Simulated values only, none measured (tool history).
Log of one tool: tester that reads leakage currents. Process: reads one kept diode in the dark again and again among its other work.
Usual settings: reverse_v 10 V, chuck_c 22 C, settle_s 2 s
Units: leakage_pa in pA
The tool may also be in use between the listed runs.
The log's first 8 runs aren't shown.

Run 9, day 7.529: usual settings but reverse_v 13.6 V, chuck_c 49 C. Result: leakage_pa 779.39 pA.
Run 10, day 8.183: usual settings but reverse_v 13.6 V, chuck_c 49 C. Result: leakage_pa 781.74 pA.
Run 11, day 9.125: usual settings but chuck_c 29 C. Result: leakage_pa 115.38 pA.
Run 12, day 9.742: usual settings but chuck_c 29 C. Result: leakage_pa 114.74 pA.
Run 13, day 10.733: usual settings. Result: leakage_pa 59.85 pA.
Run 14, day 11.692: usual settings. Result: leakage_pa 59.64 pA.
Run 15, day 12.571: usual settings. Result: leakage_pa 59.59 pA.
Run 16, day 13.583: usual settings. Result: leakage_pa 60.02 pA.
Run 17, day 14.771: usual settings but chuck_c 43 C. Result: leakage_pa 397.37 pA.
Run 18, day 15.479: usual settings but chuck_c 29 C. Result: leakage_pa 114.2 pA.
Run 19, day 16.162: usual settings. Result: leakage_pa 59.66 pA.
Run 20, day 16.812: usual settings. Result: leakage_pa 59.67 pA.
Run 21, day 17.879: usual settings but reverse_v 1.6 V, settle_s 1.03 s. Result: leakage_pa 23.87 pA.
Run 22, day 18.642: usual settings but reverse_v 1.8 V, chuck_c 21 C. Result: leakage_pa 22.94 pA.
Run 23, day 19.242: usual settings but reverse_v 8.1 V, chuck_c 54 C, settle_s 3.42 s. Result: leakage_pa 902.02 pA.
Run 24, day 20.083: usual settings but reverse_v 8.1 V, chuck_c 54 C, settle_s 3.42 s. Result: leakage_pa 904.64 pA.
Run 25, day 20.892: usual settings but reverse_v 1.1 V, chuck_c 26 C, settle_s 5.42 s. Result: leakage_pa 29.04 pA.
Run 26, day 21.983: usual settings but chuck_c 42 C, settle_s 5.92 s. Result: leakage_pa 364.06 pA.
Run 27, day 22.954: usual settings but reverse_v 1 V, chuck_c 26 C, settle_s 0.58 s. Result: leakage_pa 28.19 pA.
Run 28, day 24.158: usual settings but reverse_v 1 V, chuck_c 26 C, settle_s 0.58 s. Result: leakage_pa 28.17 pA.
Run 29, day 25.1: usual settings but settle_s 6.1 s. Result: leakage_pa 58.69 pA.
At day 25.479: chuck's temperature calibrated.
Run 30, day 26.204: usual settings but chuck_c 42 C, settle_s 1.3 s. Result: leakage_pa 419.88 pA.
Run 31, day 27.179: usual settings but chuck_c 42 C, settle_s 1.3 s. Result: leakage_pa 418.58 pA.
Run 32, day 28.033: usual settings but chuck_c 42 C, settle_s 1.3 s. Result: leakage_pa 420.42 pA.

Run 33 comes next. What will it give?
Run 33, day 28.992: usual settings but reverse_v 4.7 V, settle_s 0.31 s. Result: leakage_pa ?.

leakage_pa: 50.09 pA
Without the tool's hidden state the same run would have given leakage_pa 47.53 pA.
